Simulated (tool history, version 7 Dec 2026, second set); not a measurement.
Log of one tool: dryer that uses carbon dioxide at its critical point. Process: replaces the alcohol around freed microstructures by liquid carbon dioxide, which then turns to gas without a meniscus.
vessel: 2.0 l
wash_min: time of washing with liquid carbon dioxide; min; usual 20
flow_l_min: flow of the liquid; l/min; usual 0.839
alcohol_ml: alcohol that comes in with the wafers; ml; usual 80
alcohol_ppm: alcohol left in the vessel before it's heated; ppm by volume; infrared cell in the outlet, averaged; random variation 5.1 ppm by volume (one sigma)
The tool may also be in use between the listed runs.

Run 1, hour 0: usual settings. Result: alcohol_ppm 126 ppm by volume.
Run 2, hour 11.6: usual settings. Result: alcohol_ppm 123 ppm by volume.
Run 3, hour 20.1: usual settings. Result: alcohol_ppm 120 ppm by volume.
Run 4, hour 31.4: usual settings. Result: alcohol_ppm 121 ppm by volume.
Run 5, hour 40.2: usual settings but alcohol_ml 76 ml. Result: alcohol_ppm 128 ppm by volume.
Run 6, hour 51.9: usual settings but alcohol_ml 76 ml. Result: alcohol_ppm 140 ppm by volume.
Run 7, hour 63.9: usual settings but alcohol_ml 76 ml. Result: alcohol_ppm 131 ppm by volume.
Run 8, hour 78.7: usual settings but alcohol_ml 23 ml. Result: alcohol_ppm 90 ppm by volume.
Run 9, hour 94.4: usual settings but alcohol_ml 23 ml. Result: alcohol_ppm 80 ppm by volume.
Run 10, hour 108.3: usual settings but alcohol_ml 23 ml. Result: alcohol_ppm 78 ppm by volume.
Run 11, hour 117.9: usual settings but alcohol_ml 23 ml. Result: alcohol_ppm 89 ppm by volume.
Run 12, hour 124.3: usual settings but alcohol_ml 23 ml. Result: alcohol_ppm 95 ppm by volume.
Run 13, hour 133.7: usual settings but alcohol_ml 23 ml. Result: alcohol_ppm 81 ppm by volume.
Run 14, hour 148.8: usual settings but flow_l_min 0.586 l/min. Result: alcohol_ppm 695 ppm by volume.
Run 15, hour 160.2: usual settings but flow_l_min 0.586 l/min. Result: alcohol_ppm 704 ppm by volume.
Run 16, hour 175.9: usual settings. Result: alcohol_ppm 181 ppm by volume.
Run 17, hour 191.6: usual settings. Result: alcohol_ppm 174 ppm by volume.
Run 18, hour 202.6: usual settings. Result: alcohol_ppm 169 ppm by volume.
Run 19, hour 210.8: usual settings. Result: alcohol_ppm 167 ppm by volume.
Run 20, hour 217.5: usual settings but flow_l_min 1.02 l/min. Result: alcohol_ppm 87 ppm by volume.
Run 21, hour 227.5: usual settings. Result: alcohol_ppm 188 ppm by volume.
Run 22, hour 239.6: usual settings but flow_l_min 1.167 l/min. Result: alcohol_ppm 83 ppm by volume.
Run 23, hour 255.5: usual settings but flow_l_min 1.013 l/min. Result: alcohol_ppm 101 ppm by volume.
Run 24, hour 265.2: usual settings but alcohol_ml 51 ml. Result: alcohol_ppm 148 ppm by volume.
Run 25, hour 273.5: usual settings but alcohol_ml 51 ml. Result: alcohol_ppm 147 ppm by volume.
Run 26, hour 288.3: usual settings but flow_l_min 0.644 l/min. Result: alcohol_ppm 562 ppm by volume.
Run 27, hour 302.2: usual settings but wash_min 23 min, flow_l_min 0.969 l/min. Result: alcohol_ppm 95 ppm by volume.
Run 28, hour 308.9: usual settings but wash_min 17 min, alcohol_ml 70 ml. Result: alcohol_ppm 309 ppm by volume.
Run 29, hour 315.8: usual settings but wash_min 27 min, flow_l_min 0.766 l/min, alcohol_ml 70 ml. Result: alcohol_ppm 122 ppm by volume.
Run 30, hour 326.9: usual settings but wash_min 13 min, flow_l_min 0.766 l/min, alcohol_ml 111 ml. Result: alcohol_ppm 1816 ppm by volume.
At hour 342.2: inlet filter changed.
Run 31, hour 343.4: usual settings but wash_min 15 min, flow_l_min 1.322 l/min, alcohol_ml 77 ml. Result: alcohol_ppm 101 ppm by volume.
Run 32, hour 352.4: usual settings but wash_min 30 min, alcohol_ml 56 ml. Result: alcohol_ppm 91 ppm by volume.
Run 33, hour 364.7: usual settings but wash_min 30 min, alcohol_ml 56 ml. Result: alcohol_ppm 98 ppm by volume.
Run 34, hour 378.6: usual settings but wash_min 24 min, flow_l_min 0.774 l/min, alcohol_ml 82 ml. Result: alcohol_ppm 124 ppm by volume.
Run 35, hour 387.8: usual settings but wash_min 19 min, flow_l_min 0.774 l/min, alcohol_ml 22 ml. Result: alcohol_ppm 138 ppm by volume.
Run 36, hour 396.6: usual settings but wash_min 13 min, flow_l_min 1.221 l/min, alcohol_ml 22 ml. Result: alcohol_ppm 115 ppm by volume.
Run 37, hour 408.8: usual settings but wash_min 26 min. Result: alcohol_ppm 100 ppm by volume.
Run 38, hour 415.2: usual settings but wash_min 31 min, flow_l_min 1.054 l/min, alcohol_ml 37 ml. Result: alcohol_ppm 85 ppm by volume.
Run 39, hour 430.7: usual settings but wash_min 31 min, flow_l_min 1.054 l/min, alcohol_ml 37 ml. Result: alcohol_ppm 98 ppm by volume.
Run 40, hour 439.3: usual settings but wash_min 19 min, flow_l_min 0.562 l/min, alcohol_ml 37 ml. Result: alcohol_ppm 467 ppm by volume.
Run 41, hour 447: usual settings but wash_min 19 min, flow_l_min 0.562 l/min, alcohol_ml 37 ml. Result: alcohol_ppm 480 ppm by volume.
Run 42, hour 456.5: usual settings but wash_min 19 min, flow_l_min 0.562 l/min, alcohol_ml 37 ml. Result: alcohol_ppm 474 ppm by volume.
Run 43, hour 463.4: usual settings but wash_min 19 min, flow_l_min 0.562 l/min, alcohol_ml 37 ml. Result: alcohol_ppm 469 ppm by volume.
Run 44, hour 471.6: usual settings but wash_min 19 min, flow_l_min 0.562 l/min, alcohol_ml 37 ml. Result: alcohol_ppm 483 ppm by volume.
Run 45, hour 484.4: usual settings but wash_min 18 min, flow_l_min 0.699 l/min, alcohol_ml 87 ml. Result: alcohol_ppm 524 ppm by volume.
Run 46, hour 499.2: usual settings but flow_l_min 0.739 l/min. Result: alcohol_ppm 274 ppm by volume.

4 ways to go on from here, each from the tool as it stands after run 46. What would each give?
Run A, hour 514.9: usual settings but wash_min 21 min. Result: alcohol_ppm ?.
Run B, hour 514.9: usual settings but flow_l_min 1.121 l/min, alcohol_ml 26 ml. Result: alcohol_ppm ?.
Run C, hour 514.9: usual settings but flow_l_min 0.769 l/min. Result: alcohol_ppm ?.
Run D, hour 514.9: usual settings but alcohol_ml 21 ml. Result: alcohol_ppm ?.

run  alcohol_ppm
  A          160
  B          106
  C          230
  D          125
Without the tool's hidden state the same runs would have given:
run  alcohol_ppm
  A           48
  B            3
  C          104
  D           17

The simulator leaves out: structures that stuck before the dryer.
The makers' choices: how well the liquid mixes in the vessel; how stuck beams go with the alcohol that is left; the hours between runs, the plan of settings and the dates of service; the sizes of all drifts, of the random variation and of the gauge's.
